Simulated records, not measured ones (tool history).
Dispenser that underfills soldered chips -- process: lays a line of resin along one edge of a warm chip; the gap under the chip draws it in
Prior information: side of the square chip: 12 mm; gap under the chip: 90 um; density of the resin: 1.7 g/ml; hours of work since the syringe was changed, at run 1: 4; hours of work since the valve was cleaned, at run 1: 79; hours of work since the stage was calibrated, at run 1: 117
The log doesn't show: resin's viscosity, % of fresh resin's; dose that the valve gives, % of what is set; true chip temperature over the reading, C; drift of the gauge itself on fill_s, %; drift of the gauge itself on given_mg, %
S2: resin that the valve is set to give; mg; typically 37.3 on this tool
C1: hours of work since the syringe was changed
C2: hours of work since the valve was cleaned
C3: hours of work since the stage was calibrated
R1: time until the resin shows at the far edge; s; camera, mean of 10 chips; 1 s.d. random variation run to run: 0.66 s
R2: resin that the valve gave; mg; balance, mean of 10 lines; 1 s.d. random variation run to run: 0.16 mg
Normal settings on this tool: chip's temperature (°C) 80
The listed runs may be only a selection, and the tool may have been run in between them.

Run 1, day 0: usual settings; C1 4; C2 79; C3 117. Result: R1 71.1 s, R2 34.71 mg.
At day 0.108: new syringe of resin.
Run 2, day 0.304: usual settings; C1 4; C2 84; C3 123. Result: R1 70.5 s, R2 34.41 mg.
At day 0.433: new syringe of resin.
Run 3, day 0.579: usual settings; C1 3; C2 89; C3 128. Result: R1 67.4 s, R2 33.98 mg.
At day 0.771: new syringe of resin.
Run 4, day 0.8: usual settings; C1 1; C2 93; C3 132. Result: R1 60.6 s, R2 34.11 mg.
At day 1.008: dispensing valve cleaned and set on the balance.
Run 5, day 1.088: usual settings; C1 5; C2 2; C3 137. Result: R1 76.1 s, R2 37.15 mg.
At day 1.15: new syringe of resin.
Run 6, day 1.396: usual settings; C1 5; C2 7; C3 143. Result: R1 72.8 s, R2 37.3 mg.
At day 1.475: new syringe of resin.
Run 7, day 1.679: usual settings but S2 41.6 mg; C1 4; C2 12; C3 148. Result: R1 69.6 s, R2 41.04 mg.
At day 1.808: new syringe of resin.
Run 8, day 1.921: usual settings; C1 2; C2 17; C3 152. Result: R1 63.4 s, R2 36.68 mg.
At day 2.133: new syringe of resin.
Run 9, day 2.133: usual settings; C1 0; C2 21; C3 156. Result: R1 56.7 s, R2 36.51 mg.
Run 10, day 2.267: usual settings but S2 31.9 mg; C1 3; C2 23; C3 159. Result: R1 66.7 s, R2 31.32 mg.
Run 11, day 2.4: usual settings but chip's temperature (°C) 85, S2 31.9 mg; C1 5; C2 26; C3 161. Result: R1 59.6 s, R2 31.38 mg.
At day 2.467: new syringe of resin.
Run 12, day 2.55: usual settings but chip's temperature (°C) 85, S2 31.9 mg; C1 2; C2 28; C3 164. Result: R1 50.2 s, R2 31.16 mg.
At day 2.8: new syringe of resin.
Run 13, day 2.842: usual settings; C1 1; C2 34; C3 169. Result: R1 58.6 s, R2 36.22 mg.
Run 14, day 3.096: usual settings; C1 6; C2 39; C3 174. Result: R1 74.8 s, R2 35.62 mg.
At day 3.138: new syringe of resin.
Run 15, day 3.329: usual settings; C1 4; C2 43; C3 178. Result: R1 68.8 s, R2 35.81 mg.
At day 3.462: new syringe of resin.
Run 16, day 3.467: usual settings; C1 0; C2 45; C3 181. Result: R1 57.4 s, R2 35.8 mg.
Run 17, day 3.621: usual settings but chip's temperature (°C) 72; C1 3; C2 48; C3 184. Result: R1 100.8 s, R2 35.63 mg.
At day 3.8: new syringe of resin.
Run 18, day 3.875: usual settings but chip's temperature (°C) 72; C1 1; C2 53; C3 188. Result: R1 93.5 s, R2 35.69 mg.
Run 19, day 4.075: usual settings but chip's temperature (°C) 84, S2 33.1 mg; C1 5; C2 57; C3 192. Result: R1 61.3 s, R2 31.61 mg.
At day 4.138: new syringe of resin.
Run 20, day 4.208: usual settings but chip's temperature (°C) 70, S2 43.3 mg; C1 1; C2 59; C3 194. Result: R1 103.1 s, R2 41.07 mg.
At day 4.458: new syringe of resin.
Run 21, day 4.525: usual settings but chip's temperature (°C) 70, S2 43.3 mg; C1 1; C2 65; C3 200. Result: R1 100.5 s, R2 40.92 mg.
Run 22, day 4.7: usual settings but chip's temperature (°C) 70, S2 43.3 mg; C1 5; C2 68; C3 204. Result: R1 124.1 s, R2 40.89 mg.
At day 4.788: new syringe of resin.
Run 23, day 4.925: usual settings but chip's temperature (°C) 76, S2 42.8 mg; C1 3; C2 72; C3 208. Result: R1 77.8 s, R2 39.79 mg.
Run 24, day 5.088: usual settings but S2 40.9 mg; C1 6; C2 75; C3 211. Result: R1 74.1 s, R2 38.32 mg.
At day 5.112: new syringe of resin.
Run 25, day 5.275: usual settings but S2 32.3 mg; C1 3; C2 79; C3 214. Result: R1 69.1 s, R2 29.71 mg.
At day 5.442: new syringe of resin.
Run 26, day 5.567: usual settings but chip's temperature (°C) 82, S2 32.7 mg; C1 2; C2 84; C3 219. Result: R1 59.3 s, R2 30.39 mg.
At day 5.775: new syringe of resin.
Run 27, day 5.8: usual settings but chip's temperature (°C) 91, S2 33 mg; C1 0; C2 88; C3 224. Result: R1 33.9 s, R2 30.56 mg.
Run 28, day 5.942: usual settings but chip's temperature (°C) 83, S2 36.4 mg; C1 3; C2 91; C3 226. Result: R1 57 s, R2 33.6 mg.
At day 6.112: new syringe of resin.
Run 29, day 6.121: usual settings but chip's temperature (°C) 83, S2 36.4 mg; C1 0; C2 94; C3 230. Result: R1 48 s, R2 33.39 mg.
At day 6.258: dispensing valve cleaned and set on the balance.
Run 30, day 6.354: usual settings but chip's temperature (°C) 83, S2 36.4 mg; C1 4; C2 2; C3 233. Result: R1 58.5 s, R2 36.29 mg.
At day 6.475: new syringe of resin.
Run 31, day 6.612: usual settings but chip's temperature (°C) 83, S2 36.4 mg; C1 3; C2 7; C3 238. Result: R1 55 s, R2 36.22 mg.
At day 6.808: new syringe of resin.
Run 32, day 6.854: usual settings but chip's temperature (°C) 68, S2 47.7 mg; C1 1; C2 11; C3 242. Result: R1 108.6 s, R2 47.02 mg.
Run 33, day 7.108: usual settings but chip's temperature (°C) 68, S2 47.7 mg; C1 6; C2 16; C3 247. Result: R1 145 s, R2 47.23 mg.
At day 7.138: new syringe of resin.
Run 34, day 7.312: usual settings but chip's temperature (°C) 86, S2 32 mg; C1 3; C2 20; C3 251. Result: R1 50 s, R2 31.53 mg.
At day 7.483: new syringe of resin.
Run 35, day 7.562: usual settings but S2 35.4 mg; C1 2; C2 24; C3 255. Result: R1 59.9 s, R2 34.57 mg.

Each row is a separate what-if for the run after 35, all from the same tool condition, not one after another. Results?
Run A, day 7.696: usual settings but chip's temperature (°C) 76, S2 33.8 mg; C1 4; C2 27; C3 258. Result: R1 ?, R2 ?.
Run B, day 7.696: usual settings but chip's temperature (°C) 91, S2 37.4 mg; C1 4; C2 27; C3 258. Result: R1 ?, R2 ?.
Run C, day 7.696: usual settings but chip's temperature (°C) 84; C1 4; C2 27; C3 258. Result: R1 ?, R2 ?.
Run D, day 7.696: usual settings but chip's temperature (°C) 90, S2 42.1 mg; C1 4; C2 27; C3 258. Result: R1 ?, R2 ?.

run    R1     R2
  A  87.3     33
  B  39.4   36.5
  C    55   36.4
  D    41  41.08
Take away the tool's hidden state, keep each run's random variation, and the runs would have read:
run    R1     R2
  A    75  33.81
  B  33.7   37.4
  C  47.2   37.3
  D  35.2   42.1
